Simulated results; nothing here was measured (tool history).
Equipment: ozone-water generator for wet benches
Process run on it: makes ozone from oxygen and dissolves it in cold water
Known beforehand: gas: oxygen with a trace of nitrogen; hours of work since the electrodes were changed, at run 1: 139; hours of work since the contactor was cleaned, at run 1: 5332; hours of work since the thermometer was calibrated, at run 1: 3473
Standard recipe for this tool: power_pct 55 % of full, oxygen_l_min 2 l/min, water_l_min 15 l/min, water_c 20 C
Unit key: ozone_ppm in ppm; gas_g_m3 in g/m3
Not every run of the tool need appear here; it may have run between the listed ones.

| run | hour | power_pct | oxygen_l_min | water_l_min | water_c | hours of work since the electrodes were changed | hours of work since the contactor was cleaned | hours of work since the thermometer was calibrated | ozone_ppm | gas_g_m3 |
|---|---|---|---|---|---|---|---|---|---|---|
| 1 | 0 | 55 | 2 | 15 | 20 | 139 | 5332 | 3473 | 9.8 | 129.8 |
| 2 | 76 | 55 | 2 | 15 | 20 | 199 | 5393 | 3534 | 10.3 | 131 |
| 3 | 125.4 | 55 | 2 | 15 | 20 | 239 | 5432 | 3573 | 10.1 | 128.8 |
| 4 | 170.9 | 55 | 2 | 15 | 20 | 275 | 5468 | 3609 | 10.1 | 129.4 |
| 5 | 232.2 | 55 | 2 | 15 | 22 | 324 | 5517 | 3658 | 9.8 | 131.2 |
| 6 | 277.3 | 55 | 2 | 15 | 22 | 360 | 5553 | 3694 | 10.1 | 128.2 |
| 7 | 356.8 | 55 | 2 | 15 | 20 | 423 | 5617 | 3758 | 10 | 129 |
| 8 | 414.9 | 55 | 2 | 15 | 20 | 470 | 5663 | 3804 | 10 | 130.3 |
| 9 | 477.7 | 55 | 2 | 15 | 20 | 520 | 5713 | 3854 | 10 | 128.8 |
| 10 | 535.5 | 55 | 2 | 15 | 20 | 566 | 5760 | 3900 | 10.1 | 129.3 |
|  | 545.6 | contactor cleaned |
| 11 | 577.8 | 55 | 2 | 15 | 20 | 597 | 26 | 3931 | 10 | 129.6 |
| 12 | 662.1 | 55 | 2 | 15 | 20 | 664 | 93 | 3998 | 9.8 | 129 |
| 13 | 751.9 | 55 | 3.1 | 15 | 20 | 736 | 165 | 4070 | 10.5 | 105.8 |
| 14 | 789 | 55 | 3.1 | 15 | 20 | 765 | 194 | 4100 | 10.7 | 105.4 |
| 15 | 856.5 | 69 | 2.73 | 15 | 17 | 819 | 248 | 4154 | 12.5 | 124.9 |
| 16 | 935.1 | 69 | 2.73 | 15 | 17 | 882 | 311 | 4216 | 12.2 | 126 |
| 17 | 996 | 69 | 2.73 | 15 | 17 | 931 | 360 | 4265 | 12.3 | 125.2 |
|  | 1008 | contactor cleaned, once more |
| 18 | 1089.3 | 55 | 2 | 11 | 20 | 1002 | 65 | 4336 | 13.2 | 128 |
| 19 | 1177 | 43 | 1.41 | 17 | 17 | 1072 | 135 | 4406 | 7 | 131.7 |
| 20 | 1249.5 | 43 | 1.41 | 17 | 17 | 1130 | 193 | 4464 | 7.2 | 132.9 |
| 21 | 1313.4 | 61 | 1.41 | 21 | 22 | 1181 | 244 | 4515 | 6.6 | 158.8 |
|  | 1356.2 | water thermometer calibrated |
| 22 | 1356.7 | 61 | 1.41 | 21 | 22 | 1215 | 278 | 0 | 6.5 | 158.4 |
| 23 | 1410 | 61 | 1.41 | 16 | 22 | 1257 | 320 | 43 | 9.1 | 157.1 |
| 24 | 1469.5 | 61 | 1.41 | 16 | 22 | 1305 | 368 | 90 | 8.7 | 157.3 |
| 25 | 1507.6 | 50 | 1.41 | 16 | 13 | 1335 | 398 | 121 | 8.5 | 142.4 |
| 26 | 1562.7 | 50 | 1.41 | 16 | 13 | 1379 | 442 | 165 | 8.6 | 142 |
| 27 | 1622.2 | 50 | 3.57 | 20 | 23 | 1427 | 490 | 212 | 7.8 | 94.1 |

Run 28, settings as shown, results not yet in. Your forecast:
| 28 | 1701 | 63 | 1.26 | 18 | 23 | 1490 | 553 | 275 | ? | ? |

Run 28 came out at ozone_ppm 7.6 ppm, gas_g_m3 168.4 g/m3.
Were there no unlogged condition in the tool, this run, its random variation unchanged, would have produced ozone_ppm 7.9 ppm, gas_g_m3 173.5 g/m3.
